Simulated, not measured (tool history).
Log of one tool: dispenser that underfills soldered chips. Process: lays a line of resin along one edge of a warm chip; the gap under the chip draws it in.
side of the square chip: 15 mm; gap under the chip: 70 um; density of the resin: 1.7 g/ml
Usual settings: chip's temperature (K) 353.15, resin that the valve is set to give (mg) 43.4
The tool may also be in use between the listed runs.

run	hour	chip's temperature (K)	resin that the valve is set to give (mg)	time until the resin shows at the far edge (s)	resin that the valve gave (mg)
1	0	353.15	43.4	53.6	42.86
# hour 5.3: new syringe of resin
2	7.5	353.15	43.4	51.4	42.75
# hour 13.4: new syringe of resin
3	14.7	353.15	43.4	51.2	42.56
# hour 21.8: new syringe of resin
4	23.5	353.15	43.4	51.1	42.46
# hour 29.6: new syringe of resin
5	30	353.15	43.4	48.9	41.92
6	37.1	353.15	43.4	59.8	42.33
# hour 37.8: new syringe of resin
7	42.7	353.15	43.4	57.3	41.85
# hour 45.9: new syringe of resin
8	48.6	348.15	43.4	66.8	41.87
# hour 53.8: new syringe of resin
9	56.4	348.15	43.4	66.7	41.8
# hour 61.8: new syringe of resin
10	62	363.15	50.9	32.3	48.74
11	67.3	363.15	47.5	36.7	45.46
# hour 69.8: new syringe of resin
12	71.1	363.15	47.5	32.2	45.82
# hour 77.8: new syringe of resin
13	77.9	356.15	48.7	42	46.76

4 ways to go on from here, each from the tool as it stands after run 13. What would each give?
A	84.3	366.15	43.4	?	?
B	84.3	343.15	40.3	?	?
C	84.3	353.15	43	?	?
D	84.3	364.15	54.9	?	?

run	time until the resin shows at the far edge (s)	resin that the valve gave (mg)
A	33.1	41.83
B	95	38.66
C	58.5	41.07
D	35.3	52.23
Without the tool's hidden state the same runs would have given:
run	time until the resin shows at the far edge (s)	resin that the valve gave (mg)
A	29.3	43.71
B	84.6	40.4
C	52	42.91
D	31.4	54.58
